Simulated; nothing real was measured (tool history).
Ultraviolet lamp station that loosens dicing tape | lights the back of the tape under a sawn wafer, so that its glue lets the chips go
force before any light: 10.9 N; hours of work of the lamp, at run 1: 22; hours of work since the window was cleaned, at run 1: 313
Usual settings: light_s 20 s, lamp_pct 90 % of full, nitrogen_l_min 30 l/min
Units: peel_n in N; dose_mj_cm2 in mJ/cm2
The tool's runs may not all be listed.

run   hour  light_s  lamp_pct  nitrogen_l_min  hours of work of the lamp  hours of work since the window was cleaned  peel_n  dose_mj_cm2
  1      0       20        90              30                         22                                         313   0.199          565
  2   13.9       20        90              30                         31                                         322   0.193          563
  3   23.7       20        90              30                         37                                         328   0.192          568
  4   33.6       20        90              30                         43                                         335   0.185          563
  5   49.2       20        90              30                         53                                         345   0.205          554
  6   59.3       20        80              30                         60                                         351   0.267          494
  7   73.6       18        79              30                         69                                         360   0.369          441
  8   93.7       20        90              27                         82                                         373   0.217          556
  9  105.2       35        97              42                         89                                         381   0.088         1032
 10  115.9       35        97              29                         96                                         387   0.093         1032

4 ways to go on from here, each from the tool as it stands after run 10. What would each give?
  A   126       25        90              30                        103                                         394       ?            ?
  B   126       30        95              39                        103                                         394       ?            ?
  C   126       35        85              29                        103                                         394       ?            ?
  D   126       26        71              30                        103                                         394       ?            ?

run  peel_n  dose_mj_cm2
  A   0.139          687
  B   0.087          859
  C    0.09          902
  D   0.196          562
Without the tool's hidden state the same runs would have given:
run  peel_n  dose_mj_cm2
  A   0.121          759
  B   0.085          950
  C   0.086          997
  D   0.155          621

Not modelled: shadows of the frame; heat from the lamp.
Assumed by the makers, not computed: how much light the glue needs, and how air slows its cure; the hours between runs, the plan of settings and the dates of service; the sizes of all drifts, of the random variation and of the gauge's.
